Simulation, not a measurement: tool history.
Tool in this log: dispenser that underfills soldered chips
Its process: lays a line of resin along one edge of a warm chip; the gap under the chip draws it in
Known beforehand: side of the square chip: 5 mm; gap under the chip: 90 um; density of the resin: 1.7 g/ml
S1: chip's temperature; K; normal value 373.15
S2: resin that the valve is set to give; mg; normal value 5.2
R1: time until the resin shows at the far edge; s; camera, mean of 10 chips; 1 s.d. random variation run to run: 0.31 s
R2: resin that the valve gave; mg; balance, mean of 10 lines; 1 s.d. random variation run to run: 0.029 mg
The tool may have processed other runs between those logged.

run,day,S1,S2,R1,R2
1,0,373.15,5.2,11.2,4.95
2,0.158,373.15,6.58,12.1,6.28
3,0.25,373.15,6.58,12.9,6.18
4,0.433,373.15,5.47,15.4,5.21
5,0.642,373.15,6.28,10.7,5.9
6,0.804,373.15,5.2,12.9,4.91
7,0.946,382.15,5.2,9.9,4.91
8,1.046,386.15,5.2,8.7,4.86
9,1.212,373.15,5.2,10.3,4.92
10,1.396,370.15,5.2,13.9,4.87
11,1.562,370.15,5.2,16.8,4.87
12,1.779,366.15,5.2,14,4.86
13,1.975,366.15,5.2,17.7,4.86
14,2.112,366.15,5.2,18.9,4.85
15,2.267,372.15,5.2,16.2,4.81
16,2.496,366.15,4.93,14.6,4.88
17,2.7,366.15,4.93,17.3,4.85
18,2.854,370.15,5.77,16.5,5.73
19,2.942,367.15,5.36,19.8,5.32
20,3.079,371.15,6.11,11.4,6.08
21,3.192,376.15,4.77,11.3,4.72
22,3.321,376.15,4.77,12.5,4.72
23,3.404,373.15,6.54,13.4,6.42
24,3.508,373.15,6.54,14.8,6.48
25,3.721,373.15,6.54,11,6.52
26,3.908,359.15,5.2,24.3,5.09
27,4.092,373.15,5.99,14.3,5.93
28,4.254,373.15,4.58,11.3,4.5
29,4.433,373.15,4.58,12.6,4.49
30,4.525,382.15,4.96,9,4.89

Missing from the log above: 8 entries noted between runs. For each, name the pair of listed runs it sits between and say how the tool's hidden condition differs from the listed run just before to the listed run just after:
From run 4 to run 5: new syringe of resin (day 0.483)
  resin's viscosity, % of fresh resin's: 159.1 -> 113.8; dose that the valve gives, % of what is set: 94.72 -> 94.54; true chip temperature over the reading, C: -0.46 -> -0.48
  measured minus no-state result, R1: +6.1 -> +1.6 s; R2: -0.29 -> -0.35 mg
From run 8 to run 9: new syringe of resin (day 1.104)
  resin's viscosity, % of fresh resin's: 158.4 -> 108.3; dose that the valve gives, % of what is set: 94.16 -> 94.02; true chip temperature over the reading, C: -0.54 -> -0.55
  measured minus no-state result, R1: +3.5 -> +1.2 s; R2: -0.31 -> -0.31 mg
From run 11 to run 12: new syringe of resin (day 1.717)
  resin's viscosity, % of fresh resin's: 144.3 -> 103.8; dose that the valve gives, % of what is set: 93.71 -> 93.53; true chip temperature over the reading, C: -0.6 -> -0.62
  measured minus no-state result, R1: +5.6 -> +1.2 s; R2: -0.32 -> -0.33 mg
From run 15 to run 16: new syringe of resin (day 2.333); dispensing valve cleaned and set on the balance (day 2.438)
  resin's viscosity, % of fresh resin's: 154.9 -> 109.1; dose that the valve gives, % of what is set: 93.07 -> 100; true chip temperature over the reading, C: -0.68 -> -0.71
  measured minus no-state result, R1: +6.3 -> +1.7 s; R2: -0.36 -> +0 mg
From run 19 to run 20: new syringe of resin (day 2.988)
  resin's viscosity, % of fresh resin's: 157.2 -> 109.2; dose that the valve gives, % of what is set: 99.59 -> 99.49; true chip temperature over the reading, C: -0.76 -> -0.78
  measured minus no-state result, R1: +7.9 -> +1.3 s; R2: -0.03 -> -0.03 mg
From run 24 to run 25: new syringe of resin (day 3.6)
  resin's viscosity, % of fresh resin's: 155.3 -> 109.5; dose that the valve gives, % of what is set: 99.08 -> 98.9; true chip temperature over the reading, C: -0.83 -> -0.85
  measured minus no-state result, R1: +5.7 -> +1.3 s; R2: -0.06 -> -0.07 mg
From run 27 to run 28: new syringe of resin (day 4.208)
  resin's viscosity, % of fresh resin's: 148.1 -> 104.1; dose that the valve gives, % of what is set: 98.56 -> 98.41; true chip temperature over the reading, C: -0.9 -> -0.91
  measured minus no-state result, R1: +5.1 -> +0.9 s; R2: -0.08 -> -0.07 mg
